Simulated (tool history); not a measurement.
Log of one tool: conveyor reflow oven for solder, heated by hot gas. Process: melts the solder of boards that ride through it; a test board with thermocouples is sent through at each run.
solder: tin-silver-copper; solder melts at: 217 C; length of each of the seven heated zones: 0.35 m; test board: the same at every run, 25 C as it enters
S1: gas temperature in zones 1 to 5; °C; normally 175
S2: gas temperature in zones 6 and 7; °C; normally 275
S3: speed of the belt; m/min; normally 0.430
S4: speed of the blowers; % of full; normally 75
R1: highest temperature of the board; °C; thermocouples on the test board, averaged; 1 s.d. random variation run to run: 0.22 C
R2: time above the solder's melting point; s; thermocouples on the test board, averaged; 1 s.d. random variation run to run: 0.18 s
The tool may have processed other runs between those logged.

{"run": 1, "hour": 0.0, "S1": 175, "S2": 275, "S3": 0.43, "S4": 75, "R1": 261.5, "R2": 81.4}
{"run": 2, "hour": 51.8, "S1": 175, "S2": 275, "S3": 0.43, "S4": 71, "R1": 259.8, "R2": 80.1}
{"run": 3, "hour": 120.0, "S1": 175, "S2": 278, "S3": 0.43, "S4": 75, "R1": 263.2, "R2": 82.4}
{"run": 4, "hour": 176.5, "S1": 175, "S2": 275, "S3": 0.43, "S4": 75, "R1": 260.2, "R2": 80.7}
{"run": 5, "hour": 235.5, "S1": 176, "S2": 275, "S3": 0.43, "S4": 75, "R1": 259.9, "R2": 80.5}
{"hour": 263.0, "done": "flux residue cleaned out of gas plates and filters"}
{"run": 6, "hour": 283.2, "S1": 176, "S2": 275, "S3": 0.43, "S4": 75, "R1": 263.3, "R2": 83.5}
{"run": 7, "hour": 336.9, "S1": 175, "S2": 275, "S3": 0.43, "S4": 75, "R1": 262.3, "R2": 82.8}
{"run": 8, "hour": 412.4, "S1": 175, "S2": 275, "S3": 0.43, "S4": 75, "R1": 262.0, "R2": 82.5}
{"run": 9, "hour": 453.3, "S1": 175, "S2": 275, "S3": 0.43, "S4": 75, "R1": 262.2, "R2": 82.7}
{"run": 10, "hour": 512.3, "S1": 175, "S2": 275, "S3": 0.43, "S4": 75, "R1": 261.8, "R2": 81.6}
{"run": 11, "hour": 567.9, "S1": 175, "S2": 275, "S3": 0.361, "S4": 75, "R1": 266.4, "R2": 102.2}
{"run": 12, "hour": 652.7, "S1": 175, "S2": 275, "S3": 0.361, "S4": 75, "R1": 266.2, "R2": 102.5}
{"hour": 688.4, "done": "flux residue cleaned out of gas plates and filters"}
{"hour": 697.3, "done": "thermocouples of zones 6 and 7 changed"}
{"run": 13, "hour": 699.6, "S1": 175, "S2": 275, "S3": 0.43, "S4": 75, "R1": 260.9, "R2": 81.8}
{"run": 14, "hour": 748.6, "S1": 175, "S2": 275, "S3": 0.43, "S4": 75, "R1": 260.6, "R2": 81.8}
{"run": 15, "hour": 808.8, "S1": 175, "S2": 275, "S3": 0.43, "S4": 75, "R1": 260.4, "R2": 81.4}
{"run": 16, "hour": 867.8, "S1": 175, "S2": 275, "S3": 0.43, "S4": 84, "R1": 262.3, "R2": 83.3}
{"run": 17, "hour": 949.3, "S1": 175, "S2": 275, "S3": 0.43, "S4": 84, "R1": 261.9, "R2": 82.7}
{"hour": 960.7, "done": "belt drive overhauled, speed set with a stopwatch"}
{"run": 18, "hour": 999.1, "S1": 188, "S2": 287, "S3": 0.45, "S4": 62, "R1": 266.3, "R2": 85.8}
{"run": 19, "hour": 1082.9, "S1": 188, "S2": 287, "S3": 0.45, "S4": 62, "R1": 265.9, "R2": 85.4}
{"hour": 1121.8, "done": "flux residue cleaned out of gas plates and filters"}
{"run": 20, "hour": 1148.6, "S1": 180, "S2": 265, "S3": 0.438, "S4": 61, "R1": 249.3, "R2": 71.2}
{"run": 21, "hour": 1187.3, "S1": 185, "S2": 265, "S3": 0.345, "S4": 73, "R1": 258.8, "R2": 107.3}
{"run": 22, "hour": 1240.0, "S1": 175, "S2": 275, "S3": 0.419, "S4": 77, "R1": 262.9, "R2": 84.5}
{"run": 23, "hour": 1320.0, "S1": 189, "S2": 274, "S3": 0.373, "S4": 86, "R1": 267.8, "R2": 106.5}
{"run": 24, "hour": 1380.7, "S1": 189, "S2": 274, "S3": 0.373, "S4": 86, "R1": 267.4, "R2": 106.6}
{"run": 25, "hour": 1462.2, "S1": 171, "S2": 278, "S3": 0.351, "S4": 76, "R1": 268.8, "R2": 104.9}
{"run": 26, "hour": 1533.0, "S1": 171, "S2": 278, "S3": 0.351, "S4": 76, "R1": 268.4, "R2": 104.4}
{"hour": 1544.6, "done": "flux residue cleaned out of gas plates and filters"}
{"run": 27, "hour": 1601.9, "S1": 163, "S2": 271, "S3": 0.351, "S4": 59, "R1": 259.3, "R2": 92.5}
{"run": 28, "hour": 1665.4, "S1": 163, "S2": 271, "S3": 0.351, "S4": 59, "R1": 258.9, "R2": 92.9}
{"run": 29, "hour": 1741.4, "S1": 185, "S2": 275, "S3": 0.43, "S4": 75, "R1": 263.4, "R2": 87.7}

What if the next run were any one of these 4? Each begins from the tool's condition after run 29:
{"run": "A", "hour": 1789.6, "S1": 172, "S2": 275, "S3": 0.345, "S4": 72, "R1": "?", "R2": "?"}
{"run": "B", "hour": 1789.6, "S1": 162, "S2": 273, "S3": 0.43, "S4": 86, "R1": "?", "R2": "?"}
{"run": "C", "hour": 1789.6, "S1": 185, "S2": 277, "S3": 0.351, "S4": 51, "R1": "?", "R2": "?"}
{"run": "D", "hour": 1789.6, "S1": 174, "S2": 275, "S3": 0.43, "S4": 75, "R1": "?", "R2": "?"}

run=A R1=267.1 R2=106.1
run=B R1=260.4 R2=76.6
run=C R1=264.6 R2=108.8
run=D R1=261.8 R2=81.1
Without the tool's unlogged condition, the same runs would have read:
run=A R1=265.6 R2=104.5
run=B R1=259.7 R2=76.1
run=C R1=262.9 R2=106.7
run=D R1=260.9 R2=80.1
